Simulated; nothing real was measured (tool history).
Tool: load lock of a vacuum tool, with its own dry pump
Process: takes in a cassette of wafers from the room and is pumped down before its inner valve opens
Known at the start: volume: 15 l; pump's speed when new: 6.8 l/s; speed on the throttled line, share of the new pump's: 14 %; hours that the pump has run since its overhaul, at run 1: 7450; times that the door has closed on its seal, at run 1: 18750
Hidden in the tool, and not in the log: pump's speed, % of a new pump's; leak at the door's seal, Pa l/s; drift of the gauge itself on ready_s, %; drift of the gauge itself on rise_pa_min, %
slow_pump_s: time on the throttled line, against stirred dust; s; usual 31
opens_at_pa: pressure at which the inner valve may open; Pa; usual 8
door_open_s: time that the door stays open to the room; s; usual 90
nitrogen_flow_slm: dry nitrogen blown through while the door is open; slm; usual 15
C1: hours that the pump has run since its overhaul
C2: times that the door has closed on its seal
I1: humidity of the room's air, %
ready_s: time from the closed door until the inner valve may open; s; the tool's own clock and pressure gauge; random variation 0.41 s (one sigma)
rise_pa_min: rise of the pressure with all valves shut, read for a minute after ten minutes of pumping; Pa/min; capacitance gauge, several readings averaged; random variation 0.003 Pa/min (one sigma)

{"run": 1, "hour": 0.0, "slow_pump_s": 31, "opens_at_pa": 8, "door_open_s": 90, "nitrogen_flow_slm": 15, "C1": 7450, "C2": 18750, "I1": 45.8, "ready_s": 48.5, "rise_pa_min": 0.195}
{"run": 2, "hour": 99.1, "slow_pump_s": 31, "opens_at_pa": 8, "door_open_s": 90, "nitrogen_flow_slm": 7, "C1": 7550, "C2": 19162, "I1": 47.4, "ready_s": 48.9, "rise_pa_min": 0.213}
{"run": 3, "hour": 292.9, "slow_pump_s": 31, "opens_at_pa": 8, "door_open_s": 46, "nitrogen_flow_slm": 15, "C1": 7743, "C2": 19966, "I1": 41.7, "ready_s": 48.1, "rise_pa_min": 0.186}
{"run": 4, "hour": 457.5, "slow_pump_s": 31, "opens_at_pa": 8, "door_open_s": 46, "nitrogen_flow_slm": 15, "C1": 7908, "C2": 20650, "I1": 44.5, "ready_s": 48.8, "rise_pa_min": 0.196}
{"run": 5, "hour": 566.0, "slow_pump_s": 31, "opens_at_pa": 8, "door_open_s": 90, "nitrogen_flow_slm": 7, "C1": 8016, "C2": 21100, "I1": 42.8, "ready_s": 48.8, "rise_pa_min": 0.231}
{"run": 6, "hour": 653.7, "slow_pump_s": 31, "opens_at_pa": 8, "door_open_s": 90, "nitrogen_flow_slm": 7, "C1": 8104, "C2": 21464, "I1": 46.2, "ready_s": 49.4, "rise_pa_min": 0.23}
{"run": 7, "hour": 822.6, "slow_pump_s": 31, "opens_at_pa": 8, "door_open_s": 90, "nitrogen_flow_slm": 7, "C1": 8273, "C2": 22165, "I1": 44.5, "ready_s": 48.5, "rise_pa_min": 0.24}
{"run": 8, "hour": 925.9, "slow_pump_s": 31, "opens_at_pa": 8, "door_open_s": 90, "nitrogen_flow_slm": 7, "C1": 8376, "C2": 22594, "I1": 41.2, "ready_s": 48.8, "rise_pa_min": 0.24}
{"run": 9, "hour": 1115.6, "slow_pump_s": 18, "opens_at_pa": 16, "door_open_s": 90, "nitrogen_flow_slm": 15, "C1": 8566, "C2": 23382, "I1": 44.2, "ready_s": 36, "rise_pa_min": 0.243}
{"run": 10, "hour": 1303.7, "slow_pump_s": 56, "opens_at_pa": 16, "door_open_s": 115, "nitrogen_flow_slm": 15, "C1": 8754, "C2": 24163, "I1": 45.9, "ready_s": 67.8, "rise_pa_min": 0.268}
{"run": 11, "hour": 1441.9, "slow_pump_s": 31, "opens_at_pa": 8, "door_open_s": 206, "nitrogen_flow_slm": 13, "C1": 8892, "C2": 24737, "I1": 42.4, "ready_s": 49.5, "rise_pa_min": 0.289}
{"run": 12, "hour": 1641.4, "slow_pump_s": 32, "opens_at_pa": 8, "door_open_s": 206, "nitrogen_flow_slm": 13, "C1": 9092, "C2": 25565, "I1": 46.6, "ready_s": 51, "rise_pa_min": 0.306}
{"run": 13, "hour": 1763.3, "slow_pump_s": 24, "opens_at_pa": 10, "door_open_s": 41, "nitrogen_flow_slm": 13, "C1": 9214, "C2": 26071, "I1": 39, "ready_s": 43.4, "rise_pa_min": 0.26}

Forecast each of these 3 alternatives for the next run:
{"run": "A", "hour": 1918.1, "slow_pump_s": 24, "opens_at_pa": 10, "door_open_s": 51, "nitrogen_flow_slm": 13, "C1": 9369, "C2": 26714, "I1": 43.8, "ready_s": "?", "rise_pa_min": "?"}
{"run": "B", "hour": 1918.1, "slow_pump_s": 19, "opens_at_pa": 16, "door_open_s": 90, "nitrogen_flow_slm": 15, "C1": 9369, "C2": 26714, "I1": 47.9, "ready_s": "?", "rise_pa_min": "?"}
{"run": "C", "hour": 1918.1, "slow_pump_s": 34, "opens_at_pa": 8, "door_open_s": 81, "nitrogen_flow_slm": 20, "C1": 9369, "C2": 26714, "I1": 46.6, "ready_s": "?", "rise_pa_min": "?"}

run=A ready_s=42.8 rise_pa_min=0.269
run=B ready_s=37.8 rise_pa_min=0.279
run=C ready_s=52 rise_pa_min=0.287
Without the tool's hidden state the same runs would have given:
run=A ready_s=40.8 rise_pa_min=0.037
run=B ready_s=35.9 rise_pa_min=0.05
run=C ready_s=50.1 rise_pa_min=0.051
